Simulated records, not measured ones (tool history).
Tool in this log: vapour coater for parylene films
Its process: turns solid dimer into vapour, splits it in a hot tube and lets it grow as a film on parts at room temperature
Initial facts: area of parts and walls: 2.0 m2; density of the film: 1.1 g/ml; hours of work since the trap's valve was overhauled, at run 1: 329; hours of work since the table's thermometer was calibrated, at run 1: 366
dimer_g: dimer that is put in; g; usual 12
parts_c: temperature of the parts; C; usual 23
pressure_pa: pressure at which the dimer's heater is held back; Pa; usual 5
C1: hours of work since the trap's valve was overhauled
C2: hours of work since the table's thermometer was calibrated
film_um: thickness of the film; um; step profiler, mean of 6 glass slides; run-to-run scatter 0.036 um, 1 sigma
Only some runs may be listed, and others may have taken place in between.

Run 1, day 0: usual settings; C1 329; C2 366. Result: film_um 3.69 um.
Run 2, day 1.092: usual settings; C1 342; C2 380. Result: film_um 3.67 um.
Run 3, day 1.917: usual settings; C1 352; C2 390. Result: film_um 3.69 um.
Run 4, day 2.871: usual settings; C1 364; C2 401. Result: film_um 3.65 um.
Run 5, day 3.725: usual settings but dimer_g 14 g; C1 374; C2 412. Result: film_um 4.27 um.
Run 6, day 4.4: usual settings but dimer_g 14 g; C1 382; C2 420. Result: film_um 4.29 um.
Run 7, day 5.488: usual settings but dimer_g 14 g; C1 396; C2 433. Result: film_um 4.27 um.
Run 8, day 6.746: usual settings but dimer_g 14 g; C1 411; C2 448. Result: film_um 4.26 um.
Run 9, day 7.458: usual settings but dimer_g 11 g; C1 419; C2 457. Result: film_um 3.38 um.
Run 10, day 8.842: usual settings but dimer_g 9 g, parts_c 32 C, pressure_pa 5.6 Pa; C1 436; C2 473. Result: film_um 1.82 um.
Run 11, day 9.95: usual settings but dimer_g 16 g, pressure_pa 2.05 Pa; C1 449; C2 487. Result: film_um 5.9 um.
Run 12, day 10.55: usual settings but dimer_g 5 g, parts_c 31 C, pressure_pa 5.99 Pa; C1 457; C2 494. Result: film_um 1.05 um.
Run 13, day 11.367: usual settings but dimer_g 5 g, parts_c 31 C, pressure_pa 5.99 Pa; C1 467; C2 504. Result: film_um 1.04 um.

Alternative continuations, all from the tool just after run 13; predict every row:
Run A, day 12.462: usual settings but dimer_g 7 g, parts_c 31 C, pressure_pa 3.19 Pa; C1 480; C2 517. Result: film_um ?.
Run B, day 12.462: usual settings but parts_c 19 C; C1 480; C2 517. Result: film_um ?.
Run C, day 12.462: usual settings but dimer_g 5 g, parts_c 31 C, pressure_pa 6.56 Pa; C1 480; C2 517. Result: film_um ?.

run  film_um
  A     1.68
  B     4.37
  C     1.01
With no hidden state in the tool, these same runs would have given:
run  film_um
  A     1.69
  B     4.39
  C     1.01
